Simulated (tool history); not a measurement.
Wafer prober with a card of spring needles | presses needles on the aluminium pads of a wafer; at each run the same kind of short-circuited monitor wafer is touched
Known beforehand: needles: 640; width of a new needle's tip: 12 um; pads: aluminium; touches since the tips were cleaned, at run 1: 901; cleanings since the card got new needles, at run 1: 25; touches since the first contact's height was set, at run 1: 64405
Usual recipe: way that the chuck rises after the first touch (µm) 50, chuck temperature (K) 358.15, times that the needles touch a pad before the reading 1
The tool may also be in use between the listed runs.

| run | hour | way that the chuck rises after the first touch (µm) | chuck temperature (K) | times that the needles touch a pad before the reading | touches since the tips were cleaned | cleanings since the card got new needles | touches since the first contact's height was set | resistance of one needle with its contact and lead (mohm) | way that a needle slides on the pad (µm) |
|---|---|---|---|---|---|---|---|---|---|
| 1 | 0.0 | 50 | 358.15 | 1 | 901 | 25 | 64405 | 262 | 8.59 |
|  | 3.0 | tips cleaned on abrasive film |
| 2 | 6.2 | 50 | 349.15 | 1 | 1566 | 26 | 67420 | 273 | 8.52 |
|  | 7.6 | tips cleaned on abrasive film |
|  | 12.4 | tips cleaned on abrasive film |
| 3 | 12.4 | 50 | 349.15 | 1 | 0 | 28 | 70431 | 251 | 8.55 |
|  | 17.2 | tips cleaned on abrasive film |
| 4 | 17.8 | 50 | 358.15 | 2 | 299 | 29 | 73056 | 253 | 8.49 |
|  | 21.7 | tips cleaned on abrasive film |
|  | 24.1 | height of the first contact set anew |
|  | 26.5 | tips cleaned on abrasive film |
| 5 | 27.1 | 33 | 358.15 | 2 | 308 | 31 | 1448 | 271 | 5.85 |
|  | 31.5 | tips cleaned on abrasive film |
| 6 | 35.5 | 50 | 300.15 | 1 | 1985 | 32 | 5548 | 265 | 8.87 |
|  | 36.1 | tips cleaned on abrasive film |
|  | 40.7 | tips cleaned on abrasive film |
| 7 | 42.9 | 50 | 300.15 | 1 | 1088 | 34 | 9141 | 250 | 8.84 |
|  | 45.4 | tips cleaned on abrasive film |
| 8 | 49.1 | 50 | 300.15 | 1 | 1825 | 35 | 12175 | 263 | 8.79 |
|  | 50.1 | tips cleaned on abrasive film |
| 9 | 53.7 | 46 | 358.15 | 1 | 1810 | 36 | 14406 | 291 | 8.21 |
|  | 55.2 | tips cleaned on abrasive film |
| 10 | 57.7 | 50 | 340.15 | 1 | 1267 | 37 | 16350 | 264 | 8.81 |
|  | 59.6 | tips cleaned on abrasive film |
| 11 | 63.3 | 50 | 322.15 | 1 | 1831 | 38 | 19085 | 268 | 8.77 |
|  | 64.6 | tips cleaned on abrasive film |
| 12 | 68.3 | 41 | 378.15 | 1 | 1866 | 39 | 21527 | 302 | 7.14 |
|  | 69.7 | tips cleaned on abrasive film |
|  | 74.2 | tips cleaned on abrasive film |
| 13 | 74.7 | 50 | 358.15 | 3 | 243 | 41 | 24589 | 247 | 8.68 |
|  | 78.9 | tips cleaned on abrasive film |
| 14 | 81.4 | 55 | 304.15 | 2 | 1237 | 42 | 27905 | 245 | 9.61 |
|  | 84.1 | tips cleaned on abrasive film |
| 15 | 88.3 | 68 | 356.15 | 1 | 2108 | 43 | 31277 | 256 | 11.92 |
|  | 89.0 | tips cleaned on abrasive film |
|  | 93.8 | tips cleaned on abrasive film |
| 16 | 94.7 | 68 | 322.15 | 2 | 442 | 45 | 34369 | 235 | 11.93 |
|  | 98.3 | tips cleaned on abrasive film |
| 17 | 102.3 | 68 | 322.15 | 2 | 1985 | 46 | 38091 | 243 | 11.92 |
|  | 103.2 | tips cleaned on abrasive film |
|  | 108.0 | tips cleaned on abrasive film |
| 18 | 109.6 | 62 | 392.15 | 2 | 771 | 48 | 41591 | 259 | 10.67 |
|  | 112.7 | tips cleaned on abrasive film |
|  | 117.3 | tips cleaned on abrasive film |
| 19 | 118.5 | 62 | 392.15 | 2 | 633 | 50 | 45959 | 256 | 10.81 |

Take each entry between the runs: how does the hidden state at the last listed run before it differ from the hidden state at the first listed run after it?
In the gap between runs 1 and 2: tips cleaned on abrasive film (hour 3.0)
  debris on the tips, nm: 34.7 -> 57.9; way that the needles fall short of the set height, um: 2.12 -> 2.2; tips' diameter, um: 12.74 -> 12.77
  measured minus no-state result, resistance of one needle with its contact and lead (mohm): +19 -> +31; way that a needle slides on the pad (µm): -0.38 -> -0.40
In the gap between runs 2 and 3: tips cleaned on abrasive film (hour 7.6); tips cleaned on abrasive film (hour 12.4)
  debris on the tips, nm: 57.9 -> 6.6; way that the needles fall short of the set height, um: 2.2 -> 2.36; tips' diameter, um: 12.77 -> 12.82
  measured minus no-state result, resistance of one needle with its contact and lead (mohm): +31 -> +6; way that a needle slides on the pad (µm): -0.40 -> -0.42
In the gap between runs 3 and 4: tips cleaned on abrasive film (hour 17.2)
  debris on the tips, nm: 6.6 -> 17.2; way that the needles fall short of the set height, um: 2.36 -> 2.44; tips' diameter, um: 12.82 -> 12.85
  measured minus no-state result, resistance of one needle with its contact and lead (mohm): +6 -> +8; way that a needle slides on the pad (µm): -0.42 -> -0.43
In the gap between runs 4 and 5: tips cleaned on abrasive film (hour 21.7); height of the first contact set anew (hour 24.1); tips cleaned on abrasive film (hour 26.5)
  debris on the tips, nm: 17.2 -> 19.7; way that the needles fall short of the set height, um: 2.44 -> 0.06; tips' diameter, um: 12.85 -> 12.9
  measured minus no-state result, resistance of one needle with its contact and lead (mohm): +8 -> +14; way that a needle slides on the pad (µm): -0.43 -> -0.01
In the gap between runs 5 and 6: tips cleaned on abrasive film (hour 31.5)
  debris on the tips, nm: 19.7 -> 64.3; way that the needles fall short of the set height, um: 0.06 -> 0.15; tips' diameter, um: 12.9 -> 12.93
  measured minus no-state result, resistance of one needle with its contact and lead (mohm): +14 -> +33; way that a needle slides on the pad (µm): -0.01 -> -0.02
In the gap between runs 6 and 7: tips cleaned on abrasive film (hour 36.1); tips cleaned on abrasive film (hour 40.7)
  debris on the tips, nm: 64.3 -> 40; way that the needles fall short of the set height, um: 0.15 -> 0.31; tips' diameter, um: 12.93 -> 12.99
  measured minus no-state result, resistance of one needle with its contact and lead (mohm): +33 -> +21; way that a needle slides on the pad (µm): -0.02 -> -0.05
In the gap between runs 7 and 8: tips cleaned on abrasive film (hour 45.4)
  debris on the tips, nm: 40 -> 59.1; way that the needles fall short of the set height, um: 0.31 -> 0.38; tips' diameter, um: 12.99 -> 13.02
  measured minus no-state result, resistance of one needle with its contact and lead (mohm): +21 -> +32; way that a needle slides on the pad (µm): -0.05 -> -0.07
In the gap between runs 8 and 9: tips cleaned on abrasive film (hour 50.1)
  debris on the tips, nm: 59.1 -> 67.1; way that the needles fall short of the set height, um: 0.38 -> 0.46; tips' diameter, um: 13.02 -> 13.04
  measured minus no-state result, resistance of one needle with its contact and lead (mohm): +32 -> +39; way that a needle slides on the pad (µm): -0.07 -> -0.08
In the gap between runs 9 and 10: tips cleaned on abrasive film (hour 55.2)
  debris on the tips, nm: 67.1 -> 50.3; way that the needles fall short of the set height, um: 0.46 -> 0.55; tips' diameter, um: 13.04 -> 13.07
  measured minus no-state result, resistance of one needle with its contact and lead (mohm): +39 -> +26; way that a needle slides on the pad (µm): -0.08 -> -0.10
In the gap between runs 10 and 11: tips cleaned on abrasive film (hour 59.6)
  debris on the tips, nm: 50.3 -> 61.2; way that the needles fall short of the set height, um: 0.55 -> 0.63; tips' diameter, um: 13.07 -> 13.1
  measured minus no-state result, resistance of one needle with its contact and lead (mohm): +26 -> +33; way that a needle slides on the pad (µm): -0.10 -> -0.11
In the gap between runs 11 and 12: tips cleaned on abrasive film (hour 64.6)
  debris on the tips, nm: 61.2 -> 61.9; way that the needles fall short of the set height, um: 0.63 -> 0.7; tips' diameter, um: 13.1 -> 13.13
  measured minus no-state result, resistance of one needle with its contact and lead (mohm): +33 -> +44; way that a needle slides on the pad (µm): -0.11 -> -0.12
In the gap between runs 12 and 13: tips cleaned on abrasive film (hour 69.7); tips cleaned on abrasive film (hour 74.2)
  debris on the tips, nm: 61.9 -> 14.4; way that the needles fall short of the set height, um: 0.7 -> 0.88; tips' diameter, um: 13.13 -> 13.19
  measured minus no-state result, resistance of one needle with its contact and lead (mohm): +44 -> +4; way that a needle slides on the pad (µm): -0.12 -> -0.16
In the gap between runs 13 and 14: tips cleaned on abrasive film (hour 78.9)
  debris on the tips, nm: 14.4 -> 46.1; way that the needles fall short of the set height, um: 0.88 -> 0.96; tips' diameter, um: 13.19 -> 13.22
  measured minus no-state result, resistance of one needle with its contact and lead (mohm): +4 -> +14; way that a needle slides on the pad (µm): -0.16 -> -0.18
In the gap between runs 14 and 15: tips cleaned on abrasive film (hour 84.1)
  debris on the tips, nm: 46.1 -> 65.4; way that the needles fall short of the set height, um: 0.96 -> 1.02; tips' diameter, um: 13.22 -> 13.24
  measured minus no-state result, resistance of one needle with its contact and lead (mohm): +14 -> +21; way that a needle slides on the pad (µm): -0.18 -> -0.19
In the gap between runs 15 and 16: tips cleaned on abrasive film (hour 89.0); tips cleaned on abrasive film (hour 93.8)
  debris on the tips, nm: 65.4 -> 24.8; way that the needles fall short of the set height, um: 1.02 -> 1.2; tips' diameter, um: 13.24 -> 13.3
  measured minus no-state result, resistance of one needle with its contact and lead (mohm): +21 -> +6; way that a needle slides on the pad (µm): -0.19 -> -0.21
In the gap between runs 16 and 17: tips cleaned on abrasive film (hour 98.3)
  debris on the tips, nm: 24.8 -> 64.3; way that the needles fall short of the set height, um: 1.2 -> 1.27; tips' diameter, um: 13.3 -> 13.33
  measured minus no-state result, resistance of one needle with its contact and lead (mohm): +6 -> +14; way that a needle slides on the pad (µm): -0.21 -> -0.23
In the gap between runs 17 and 18: tips cleaned on abrasive film (hour 103.2); tips cleaned on abrasive film (hour 108.0)
  debris on the tips, nm: 64.3 -> 35.1; way that the needles fall short of the set height, um: 1.27 -> 1.47; tips' diameter, um: 13.33 -> 13.39
  measured minus no-state result, resistance of one needle with its contact and lead (mohm): +14 -> +9; way that a needle slides on the pad (µm): -0.23 -> -0.26
In the gap between runs 18 and 19: tips cleaned on abrasive film (hour 112.7); tips cleaned on abrasive film (hour 117.3)
  debris on the tips, nm: 35.1 -> 26.6; way that the needles fall short of the set height, um: 1.47 -> 1.63; tips' diameter, um: 13.39 -> 13.45
  measured minus no-state result, resistance of one needle with its contact and lead (mohm): +9 -> +8; way that a needle slides on the pad (µm): -0.26 -> -0.29

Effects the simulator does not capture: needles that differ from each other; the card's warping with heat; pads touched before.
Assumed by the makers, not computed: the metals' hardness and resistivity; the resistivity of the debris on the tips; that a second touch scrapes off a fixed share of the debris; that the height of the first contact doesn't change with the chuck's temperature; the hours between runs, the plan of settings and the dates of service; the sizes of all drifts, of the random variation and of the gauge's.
